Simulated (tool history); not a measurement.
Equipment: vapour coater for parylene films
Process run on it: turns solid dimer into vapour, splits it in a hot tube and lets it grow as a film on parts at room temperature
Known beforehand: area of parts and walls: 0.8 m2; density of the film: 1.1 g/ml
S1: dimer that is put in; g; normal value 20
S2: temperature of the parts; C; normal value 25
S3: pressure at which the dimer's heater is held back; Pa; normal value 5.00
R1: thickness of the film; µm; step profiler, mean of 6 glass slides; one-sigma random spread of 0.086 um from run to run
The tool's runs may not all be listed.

run,hour,S1,S2,S3,R1
1,0.0,20,25,5.00,12.89
2,10.5,20,35,5.00,9.53
3,28.5,20,21,5.00,14.38
4,47.0,20,25,5.00,12.50
5,68.9,30,25,5.00,19.15
6,83.3,30,36,5.00,13.58
7,104.0,30,36,5.00,13.76
# hour 115.9: trap's valve overhauled
8,124.0,30,36,5.00,15.25
9,143.2,30,36,5.00,15.32
10,161.9,30,36,5.00,15.08
11,181.0,20,25,4.04,14.94
12,199.9,20,25,4.11,14.68
13,217.9,16,25,5.00,11.13
14,229.4,16,25,5.00,11.07
15,239.6,20,25,6.24,13.13
16,259.1,20,25,6.24,13.16
17,277.0,20,25,6.24,13.12
18,296.6,10,25,5.00,6.80
19,308.2,20,32,5.00,11.32
20,321.7,20,32,5.00,11.34
21,343.5,20,32,5.00,11.08
22,355.3,20,32,5.00,11.18
23,376.2,20,32,5.00,11.06
24,392.6,25,25,5.00,17.05
25,414.1,29,33,4.63,15.66
26,430.1,16,20,2.61,14.55
27,445.9,25,25,10.21,14.39
28,455.9,25,28,7.39,14.04
29,476.9,9,18,2.91,8.43
30,492.0,23,18,4.75,19.24
31,503.4,23,18,4.75,19.25
32,523.0,32,23,8.84,20.14
33,540.5,21,36,4.50,10.33
34,554.1,21,36,4.50,10.42
35,566.4,21,36,4.50,10.29
36,585.5,21,36,2.81,11.40
37,597.2,24,22,2.81,20.00
38,614.3,20,18,5.34,16.13
39,628.2,8,31,5.75,4.29
40,644.0,24,19,5.00,18.93
41,666.2,24,19,5.00,18.56
42,683.3,15,33,6.48,7.25
43,701.1,15,33,6.48,7.30
44,710.6,15,19,8.13,10.46
45,731.1,31,21,8.13,20.39
46,744.2,26,26,8.13,14.57
47,762.9,19,24,4.35,12.99

For run 48, what comes out?
48,778.3,10,24,4.35,?

{"run 48": {"R1": 6.8}}
Had the tool carried no hidden state, the very same run would have given R1 7.48 µm.
